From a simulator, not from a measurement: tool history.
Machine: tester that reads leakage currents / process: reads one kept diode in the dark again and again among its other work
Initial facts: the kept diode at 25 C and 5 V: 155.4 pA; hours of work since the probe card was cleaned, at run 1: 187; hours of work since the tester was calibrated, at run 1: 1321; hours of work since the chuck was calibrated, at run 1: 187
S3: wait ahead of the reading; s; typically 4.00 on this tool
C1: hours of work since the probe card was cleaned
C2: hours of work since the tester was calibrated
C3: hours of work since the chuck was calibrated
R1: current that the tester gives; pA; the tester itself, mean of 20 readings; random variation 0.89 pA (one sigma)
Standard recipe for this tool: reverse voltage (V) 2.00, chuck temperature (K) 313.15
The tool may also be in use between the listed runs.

{"run": 1, "day": 0.0, "reverse voltage (V)": 2.0, "chuck temperature (K)": 313.15, "S3": 4.0, "C1": 187, "C2": 1321, "C3": 187, "R1": 296.13}
{"run": 2, "day": 1.492, "reverse voltage (V)": 2.0, "chuck temperature (K)": 313.15, "S3": 4.0, "C1": 203, "C2": 1338, "C3": 203, "R1": 295.06}
{"run": 3, "day": 4.588, "reverse voltage (V)": 2.0, "chuck temperature (K)": 313.15, "S3": 4.0, "C1": 237, "C2": 1371, "C3": 237, "R1": 294.31}
{"run": 4, "day": 7.0, "reverse voltage (V)": 2.0, "chuck temperature (K)": 313.15, "S3": 4.0, "C1": 263, "C2": 1397, "C3": 263, "R1": 296.39}
{"run": 5, "day": 8.596, "reverse voltage (V)": 2.0, "chuck temperature (K)": 313.15, "S3": 4.0, "C1": 280, "C2": 1415, "C3": 280, "R1": 296.23}
{"run": 6, "day": 10.967, "reverse voltage (V)": 2.0, "chuck temperature (K)": 313.15, "S3": 4.0, "C1": 306, "C2": 1440, "C3": 306, "R1": 294.85}
{"run": 7, "day": 13.529, "reverse voltage (V)": 2.0, "chuck temperature (K)": 313.15, "S3": 4.0, "C1": 334, "C2": 1468, "C3": 334, "R1": 296.41}
{"run": 8, "day": 15.283, "reverse voltage (V)": 2.0, "chuck temperature (K)": 313.15, "S3": 4.0, "C1": 353, "C2": 1487, "C3": 353, "R1": 295.1}
{"run": 9, "day": 16.825, "reverse voltage (V)": 2.0, "chuck temperature (K)": 313.15, "S3": 4.0, "C1": 369, "C2": 1504, "C3": 369, "R1": 295.32}
{"run": 10, "day": 18.288, "reverse voltage (V)": 2.0, "chuck temperature (K)": 313.15, "S3": 4.0, "C1": 385, "C2": 1520, "C3": 385, "R1": 294.83}
{"run": 11, "day": 20.558, "reverse voltage (V)": 2.0, "chuck temperature (K)": 313.15, "S3": 4.0, "C1": 410, "C2": 1544, "C3": 410, "R1": 294.55}
{"run": 12, "day": 22.992, "reverse voltage (V)": 2.0, "chuck temperature (K)": 313.15, "S3": 4.0, "C1": 436, "C2": 1571, "C3": 436, "R1": 296.26}
{"run": 13, "day": 25.204, "reverse voltage (V)": 2.0, "chuck temperature (K)": 313.15, "S3": 4.0, "C1": 460, "C2": 1595, "C3": 460, "R1": 295.83}
{"run": 14, "day": 27.933, "reverse voltage (V)": 6.2, "chuck temperature (K)": 313.15, "S3": 4.0, "C1": 490, "C2": 1624, "C3": 490, "R1": 506.93}
{"run": 15, "day": 30.571, "reverse voltage (V)": 2.0, "chuck temperature (K)": 313.15, "S3": 2.69, "C1": 519, "C2": 1653, "C3": 519, "R1": 297.01}
{"run": 16, "day": 33.188, "reverse voltage (V)": 2.0, "chuck temperature (K)": 313.15, "S3": 2.69, "C1": 547, "C2": 1681, "C3": 547, "R1": 296.2}
{"run": 17, "day": 35.979, "reverse voltage (V)": 2.0, "chuck temperature (K)": 313.15, "S3": 2.69, "C1": 577, "C2": 1712, "C3": 577, "R1": 295.54}
{"run": 18, "day": 38.617, "reverse voltage (V)": 2.0, "chuck temperature (K)": 313.15, "S3": 4.0, "C1": 606, "C2": 1740, "C3": 606, "R1": 294.5}
{"run": 19, "day": 40.917, "reverse voltage (V)": 2.0, "chuck temperature (K)": 313.15, "S3": 4.0, "C1": 631, "C2": 1765, "C3": 631, "R1": 297.45}
{"run": 20, "day": 42.962, "reverse voltage (V)": 2.0, "chuck temperature (K)": 313.15, "S3": 4.0, "C1": 653, "C2": 1788, "C3": 653, "R1": 296.65}
{"run": 21, "day": 44.429, "reverse voltage (V)": 2.0, "chuck temperature (K)": 313.15, "S3": 4.0, "C1": 669, "C2": 1803, "C3": 669, "R1": 296.85}
{"day": 46.112, "done": "chuck's temperature calibrated"}
{"run": 22, "day": 46.921, "reverse voltage (V)": 8.23, "chuck temperature (K)": 302.15, "S3": 1.88, "C1": 695, "C2": 1830, "C3": 9, "R1": 266.15}
{"run": 23, "day": 48.292, "reverse voltage (V)": 8.23, "chuck temperature (K)": 302.15, "S3": 1.88, "C1": 710, "C2": 1845, "C3": 24, "R1": 265.89}
{"run": 24, "day": 50.975, "reverse voltage (V)": 2.1, "chuck temperature (K)": 324.15, "S3": 3.74, "C1": 739, "C2": 1874, "C3": 53, "R1": 628.43}
{"run": 25, "day": 53.229, "reverse voltage (V)": 2.1, "chuck temperature (K)": 324.15, "S3": 3.74, "C1": 764, "C2": 1898, "C3": 77, "R1": 623.96}
{"run": 26, "day": 56.288, "reverse voltage (V)": 2.1, "chuck temperature (K)": 324.15, "S3": 3.74, "C1": 797, "C2": 1931, "C3": 110, "R1": 624.68}
{"run": 27, "day": 59.188, "reverse voltage (V)": 2.0, "chuck temperature (K)": 331.15, "S3": 9.52, "C1": 828, "C2": 1963, "C3": 142, "R1": 952.38}
{"run": 28, "day": 61.567, "reverse voltage (V)": 4.96, "chuck temperature (K)": 313.15, "S3": 0.34, "C1": 854, "C2": 1989, "C3": 168, "R1": 457.34}
{"run": 29, "day": 63.129, "reverse voltage (V)": 4.96, "chuck temperature (K)": 313.15, "S3": 0.34, "C1": 871, "C2": 2006, "C3": 185, "R1": 458.34}
{"run": 30, "day": 64.421, "reverse voltage (V)": 4.96, "chuck temperature (K)": 313.15, "S3": 0.34, "C1": 885, "C2": 2020, "C3": 199, "R1": 458.04}
{"run": 31, "day": 66.508, "reverse voltage (V)": 2.67, "chuck temperature (K)": 311.15, "S3": 7.3, "C1": 908, "C2": 2042, "C3": 221, "R1": 294.86}
{"run": 32, "day": 69.408, "reverse voltage (V)": 2.67, "chuck temperature (K)": 311.15, "S3": 7.3, "C1": 939, "C2": 2074, "C3": 253, "R1": 295.24}
{"run": 33, "day": 72.242, "reverse voltage (V)": 12.98, "chuck temperature (K)": 329.15, "S3": 4.0, "C1": 970, "C2": 2104, "C3": 284, "R1": 2043.03}
{"run": 34, "day": 74.658, "reverse voltage (V)": 1.37, "chuck temperature (K)": 313.15, "S3": 7.44, "C1": 996, "C2": 2131, "C3": 310, "R1": 247.59}
{"run": 35, "day": 76.554, "reverse voltage (V)": 16.93, "chuck temperature (K)": 296.15, "S3": 3.89, "C1": 1017, "C2": 2151, "C3": 330, "R1": 239.44}
{"run": 36, "day": 79.125, "reverse voltage (V)": 16.93, "chuck temperature (K)": 296.15, "S3": 3.89, "C1": 1045, "C2": 2179, "C3": 358, "R1": 240.69}
{"run": 37, "day": 81.833, "reverse voltage (V)": 5.65, "chuck temperature (K)": 313.15, "S3": 4.0, "C1": 1074, "C2": 2209, "C3": 388, "R1": 484.52}
{"run": 38, "day": 83.279, "reverse voltage (V)": 7.37, "chuck temperature (K)": 313.15, "S3": 4.0, "C1": 1090, "C2": 2224, "C3": 403, "R1": 550.17}
{"run": 39, "day": 85.412, "reverse voltage (V)": 2.0, "chuck temperature (K)": 321.15, "S3": 4.0, "C1": 1113, "C2": 2247, "C3": 427, "R1": 501.69}
{"run": 40, "day": 87.354, "reverse voltage (V)": 4.55, "chuck temperature (K)": 320.15, "S3": 4.0, "C1": 1134, "C2": 2268, "C3": 448, "R1": 703.2}
{"run": 41, "day": 88.808, "reverse voltage (V)": 4.55, "chuck temperature (K)": 320.15, "S3": 4.0, "C1": 1150, "C2": 2284, "C3": 463, "R1": 697.19}

Measured less the same run without the tool's hidden state. The same run-to-run variation is in both; the gauge's scatter may not be:
The hidden state here: stray current of the dirty probe card, pA a volt; current scale over the true one, %; true chuck temperature over the reading, C; drift of the gauge itself on leakage_pa, %.
run=1 R1=+0.15
run=2 R1=+0.15
run=3 R1=+0.17
run=4 R1=+0.19
run=5 R1=+0.20
run=6 R1=+0.22
run=7 R1=+0.23
run=8 R1=+0.25
run=9 R1=+0.25
run=10 R1=+0.26
run=11 R1=+0.28
run=12 R1=+0.30
run=13 R1=+0.31
run=14 R1=+0.57
run=15 R1=+0.35
run=16 R1=+0.36
run=17 R1=+0.38
run=18 R1=+0.40
run=19 R1=+0.42
run=20 R1=+0.43
run=21 R1=+0.44
run=22 R1=+0.06
run=23 R1=+0.08
run=24 R1=+0.13
run=25 R1=+0.17
run=26 R1=+0.20
run=27 R1=+0.36
run=28 R1=+0.22
run=29 R1=+0.24
run=30 R1=+0.25
run=31 R1=+0.18
run=32 R1=+0.19
run=33 R1=+1.34
run=34 R1=+0.18
run=35 R1=+0.30
run=36 R1=+0.32
run=37 R1=+0.46
run=38 R1=+0.54
run=39 R1=+0.47
run=40 R1=+0.71
run=41 R1=+0.72
